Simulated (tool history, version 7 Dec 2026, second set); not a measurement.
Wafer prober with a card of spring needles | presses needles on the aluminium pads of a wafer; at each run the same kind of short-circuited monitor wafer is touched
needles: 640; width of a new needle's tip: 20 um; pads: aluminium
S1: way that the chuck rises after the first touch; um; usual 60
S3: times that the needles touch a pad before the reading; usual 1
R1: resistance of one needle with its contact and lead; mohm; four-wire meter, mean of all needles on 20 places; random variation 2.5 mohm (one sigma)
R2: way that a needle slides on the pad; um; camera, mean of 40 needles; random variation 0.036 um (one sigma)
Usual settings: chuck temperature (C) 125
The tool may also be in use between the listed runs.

run 1 hour=0 | S1=60 chuck_temperature_(C)=125 S3=1 | R1=303 R2=10.63
-- hour=31.2 tips cleaned on abrasive film
run 2 hour=31.3 | S1=60 chuck_temperature_(C)=125 S3=1 | R1=389 R2=10.6
-- hour=62 tips cleaned on abrasive film
run 3 hour=78 | S1=60 chuck_temperature_(C)=74 S3=1 | R1=343 R2=10.54
-- hour=92.1 tips cleaned on abrasive film
-- hour=124.4 tips cleaned on abrasive film, once more
run 4 hour=127.8 | S1=43 chuck_temperature_(C)=125 S3=1 | R1=351 R2=7.48
-- hour=157.1 tips cleaned on abrasive film
run 5 hour=175.3 | S1=43 chuck_temperature_(C)=125 S3=1 | R1=422 R2=7.48
-- hour=187.6 tips cleaned on abrasive film
run 6 hour=213.3 | S1=43 chuck_temperature_(C)=125 S3=1 | R1=441 R2=7.46
-- hour=219.7 tips cleaned on abrasive film
run 7 hour=234.8 | S1=60 chuck_temperature_(C)=125 S3=1 | R1=358 R2=10.59
-- hour=254.2 tips cleaned on abrasive film
run 8 hour=272.2 | S1=60 chuck_temperature_(C)=40 S3=1 | R1=348 R2=10.44
-- hour=285.9 tips cleaned on abrasive film
run 9 hour=303.2 | S1=60 chuck_temperature_(C)=40 S3=1 | R1=346 R2=10.45
-- hour=317.4 tips cleaned on abrasive film
-- hour=349.7 tips cleaned on abrasive film
run 10 hour=350.3 | S1=60 chuck_temperature_(C)=40 S3=1 | R1=281 R2=10.35
-- hour=380.2 tips cleaned on abrasive film
run 11 hour=380.2 | S1=60 chuck_temperature_(C)=40 S3=1 | R1=274 R2=10.46
-- hour=413.1 tips cleaned on abrasive film
run 12 hour=418.5 | S1=60 chuck_temperature_(C)=40 S3=1 | R1=314 R2=10.45
-- hour=444.8 tips cleaned on abrasive film
run 13 hour=465.8 | S1=60 chuck_temperature_(C)=40 S3=1 | R1=351 R2=10.4
-- hour=476.5 tips cleaned on abrasive film
-- hour=507.9 tips cleaned on abrasive film
run 14 hour=514.4 | S1=56 chuck_temperature_(C)=125 S3=1 | R1=336 R2=9.65
run 15 hour=536.1 | S1=56 chuck_temperature_(C)=125 S3=1 | R1=394 R2=9.68
-- hour=540.9 tips cleaned on abrasive film
-- hour=541.2 height of the first contact set anew
-- hour=572.1 tips cleaned on abrasive film
run 16 hour=585.5 | S1=56 chuck_temperature_(C)=125 S3=1 | R1=362 R2=10.11
-- hour=602.2 tips cleaned on abrasive film
run 17 hour=622.1 | S1=46 chuck_temperature_(C)=29 S3=2 | R1=349 R2=8.21
-- hour=636 tips cleaned on abrasive film
-- hour=666.9 tips cleaned on abrasive film
run 18 hour=666.9 | S1=79 chuck_temperature_(C)=42 S3=2 | R1=266 R2=14.07
-- hour=701.2 tips cleaned on abrasive film
run 19 hour=715.8 | S1=43 chuck_temperature_(C)=36 S3=1 | R1=409 R2=7.63
-- hour=733 tips cleaned on abrasive film
run 20 hour=744.2 | S1=43 chuck_temperature_(C)=36 S3=1 | R1=389 R2=7.67
-- hour=764.5 tips cleaned on abrasive film
-- hour=794.6 tips cleaned on abrasive film
run 21 hour=794.6 | S1=43 chuck_temperature_(C)=28 S3=1 | R1=281 R2=7.55
-- hour=824.9 tips cleaned on abrasive film
run 22 hour=834.8 | S1=42 chuck_temperature_(C)=103 S3=1 | R1=394 R2=7.43
-- hour=856 tips cleaned on abrasive film
run 23 hour=865.9 | S1=42 chuck_temperature_(C)=103 S3=2 | R1=359 R2=7.4
-- hour=888.7 tips cleaned on abrasive film
run 24 hour=892.9 | S1=73 chuck_temperature_(C)=123 S3=1 | R1=309 R2=12.97
-- hour=919.5 tips cleaned on abrasive film
run 25 hour=920.9 | S1=45 chuck_temperature_(C)=64 S3=2 | R1=306 R2=7.89
run 26 hour=944.9 | S1=76 chuck_temperature_(C)=46 S3=2 | R1=299 R2=13.47
-- hour=950.7 tips cleaned on abrasive film
-- hour=983.7 tips cleaned on abrasive film
run 27 hour=996.3 | S1=76 chuck_temperature_(C)=46 S3=2 | R1=291 R2=13.5
-- hour=1013.7 tips cleaned on abrasive film
run 28 hour=1027.6 | S1=50 chuck_temperature_(C)=97 S3=1 | R1=383 R2=8.79
-- hour=1047.3 tips cleaned on abrasive film
run 29 hour=1056.8 | S1=62 chuck_temperature_(C)=73 S3=1 | R1=339 R2=10.9
-- hour=1080.1 tips cleaned on abrasive film
run 30 hour=1095.5 | S1=48 chuck_temperature_(C)=125 S3=1 | R1=397 R2=8.39
-- hour=1111.5 tips cleaned on abrasive film
run 31 hour=1124.4 | S1=42 chuck_temperature_(C)=125 S3=1 | R1=415 R2=7.3

4 ways to go on from here, each from the tool as it stands after run 31. What would each give?
-- hour=1142.8 tips cleaned on abrasive film
run A hour=1159.5 | S1=61 chuck_temperature_(C)=125 S3=1 | R1=? R2=?
-- hour=1142.8 tips cleaned on abrasive film
run B hour=1159.5 | S1=42 chuck_temperature_(C)=125 S3=2 | R1=? R2=?
-- hour=1142.8 tips cleaned on abrasive film
run C hour=1159.5 | S1=62 chuck_temperature_(C)=100 S3=1 | R1=? R2=?
-- hour=1142.8 tips cleaned on abrasive film
run D hour=1159.5 | S1=60 chuck_temperature_(C)=125 S3=2 | R1=? R2=?

run=A R1=357 R2=10.71
run=B R1=378 R2=7.29
run=C R1=352 R2=10.87
run=D R1=337 R2=10.54
Without the tool's hidden state the same runs would have given:
run=A R1=290 R2=10.97
run=B R1=297 R2=7.55
run=C R1=286 R2=11.13
run=D R1=294 R2=10.81
